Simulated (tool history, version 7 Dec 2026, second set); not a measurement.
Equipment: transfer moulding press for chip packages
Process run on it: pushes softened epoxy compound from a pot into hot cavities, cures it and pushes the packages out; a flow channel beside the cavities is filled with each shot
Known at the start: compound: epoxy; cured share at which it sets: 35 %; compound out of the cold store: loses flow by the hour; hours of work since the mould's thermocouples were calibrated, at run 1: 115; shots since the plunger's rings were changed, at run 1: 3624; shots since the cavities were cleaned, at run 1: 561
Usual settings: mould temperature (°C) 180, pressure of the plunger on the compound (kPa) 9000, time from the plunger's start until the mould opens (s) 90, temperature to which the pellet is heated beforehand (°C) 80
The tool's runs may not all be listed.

| run | hour | mould temperature (°C) | pressure of the plunger on the compound (kPa) | time from the plunger's start until the mould opens (s) | temperature to which the pellet is heated beforehand (°C) | hours of work since the mould's thermocouples were calibrated | shots since the plunger's rings were changed | shots since the cavities were cleaned | incoming compound's hours out of the cold store | length that the compound runs in the flow channel (mm) | greatest force on the pins that push the packages out (N) |
|---|---|---|---|---|---|---|---|---|---|---|---|
| 1 | 0 | 180 | 9000 | 90 | 80 | 115 | 3624 | 561 | 11.5 | 771 | 454 |
|  | 20.6 | cavities cleaned with cleaning compound and waxed |
| 2 | 23.9 | 180 | 9000 | 90 | 80 | 132 | 3951 | 48 | 20.8 | 737 | 422 |
| 3 | 50.9 | 180 | 9000 | 90 | 79 | 152 | 4347 | 444 | 47.2 | 672 | 404 |
|  | 78.7 | cavities cleaned with cleaning compound and waxed |
| 4 | 88.1 | 180 | 9000 | 90 | 79 | 180 | 4868 | 137 | 16.2 | 753 | 440 |
| 5 | 111.1 | 180 | 9000 | 90 | 79 | 197 | 5205 | 474 | 37 | 701 | 408 |
| 6 | 134.4 | 180 | 10300 | 90 | 79 | 215 | 5545 | 814 | 35.6 | 750 | 419 |
|  | 138 | cavities cleaned with cleaning compound and waxed |
| 7 | 170.6 | 180 | 10300 | 90 | 79 | 241 | 6052 | 476 | 8.6 | 834 | 466 |
|  | 196.7 | cavities cleaned with cleaning compound and waxed |
|  | 201.7 | plunger's sealing rings changed |
| 8 | 203.1 | 180 | 10300 | 90 | 79 | 263 | 22 | 58 | 42 | 731 | 414 |

Run 9 is up next; what results do you expect?
| 9 | 234 | 180 | 10300 | 90 | 79 | 287 | 473 | 509 | 39.7 | ? | ? |

{"run 9": {"length that the compound runs in the flow channel (mm)": 743, "greatest force on the pins that push the packages out (N)": 416}}
The same run, on a tool lacking any hidden state, would have yielded length that the compound runs in the flow channel (mm) 743, greatest force on the pins that push the packages out (N) 410.
